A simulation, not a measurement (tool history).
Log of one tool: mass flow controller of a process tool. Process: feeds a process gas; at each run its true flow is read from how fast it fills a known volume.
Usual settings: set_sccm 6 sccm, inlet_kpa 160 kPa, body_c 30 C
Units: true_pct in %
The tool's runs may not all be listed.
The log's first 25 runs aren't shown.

| run | day | set_sccm | inlet_kpa | body_c | hours of work since the controller was set to zero | hours of work since the controller was changed | true_pct |
|---|---|---|---|---|---|---|---|
| 26 | 398.538 | 6 | 160 | 30 | 5634 | 5634 | 98.38 |
| 27 | 419.871 | 9 | 275 | 23 | 6001 | 6001 | 99.81 |
| 28 | 442.196 | 11 | 267 | 40 | 6386 | 6386 | 98.93 |
| 29 | 460.458 | 11 | 267 | 40 | 6701 | 6701 | 98.84 |
| 30 | 481.329 | 18 | 155 | 39 | 7060 | 7060 | 98.62 |
| 31 | 503.767 | 18 | 155 | 39 | 7447 | 7447 | 98.71 |
| 32 | 516.192 | 18 | 155 | 39 | 7661 | 7661 | 98.58 |
| 33 | 528.342 | 4 | 147 | 29 | 7870 | 7870 | 98.15 |
| 34 | 548.058 | 12 | 142 | 38 | 8210 | 8210 | 98.26 |
| 35 | 567.267 | 12 | 142 | 38 | 8541 | 8541 | 98.13 |
| 36 | 577.638 | 3 | 142 | 38 | 8720 | 8720 | 97.34 |
|  | 582.204 | controller's zero set anew |
| 37 | 595.662 | 7 | 232 | 30 | 232 | 9030 | 99.08 |
| 38 | 615.775 | 4 | 142 | 22 | 578 | 9376 | 98.48 |
| 39 | 633.146 | 13 | 198 | 32 | 878 | 9676 | 99.03 |
| 40 | 653.754 | 11 | 205 | 22 | 1233 | 10031 | 99.45 |
| 41 | 667.5 | 11 | 205 | 22 | 1470 | 10268 | 99.58 |
| 42 | 681.733 | 11 | 205 | 22 | 1715 | 10513 | 99.37 |
| 43 | 697.208 | 13 | 218 | 23 | 1982 | 10780 | 99.74 |
| 44 | 715.208 | 3 | 246 | 35 | 2292 | 11090 | 98.42 |
| 45 | 735.346 | 11 | 246 | 21 | 2639 | 11437 | 99.95 |
| 46 | 751.271 | 11 | 246 | 21 | 2913 | 11711 | 100 |
| 47 | 773.025 | 18 | 143 | 25 | 3288 | 12086 | 99.33 |

Forecast each of these 4 alternatives for the next run:
| A | 783.371 | 6 | 182 | 30 | 3466 | 12264 | ? |
| B | 783.371 | 7 | 279 | 36 | 3466 | 12264 | ? |
| C | 783.371 | 2 | 161 | 22 | 3466 | 12264 | ? |
| D | 783.371 | 18 | 143 | 25 | 3466 | 12264 | ? |

| run | true_pct |
|---|---|
| A | 98.41 |
| B | 98.96 |
| C | 98.53 |
| D | 99.33 |
Without the tool's hidden state the same runs would have given:
| run | true_pct |
|---|---|
| A | 98.39 |
| B | 98.93 |
| C | 98.52 |
| D | 99.3 |

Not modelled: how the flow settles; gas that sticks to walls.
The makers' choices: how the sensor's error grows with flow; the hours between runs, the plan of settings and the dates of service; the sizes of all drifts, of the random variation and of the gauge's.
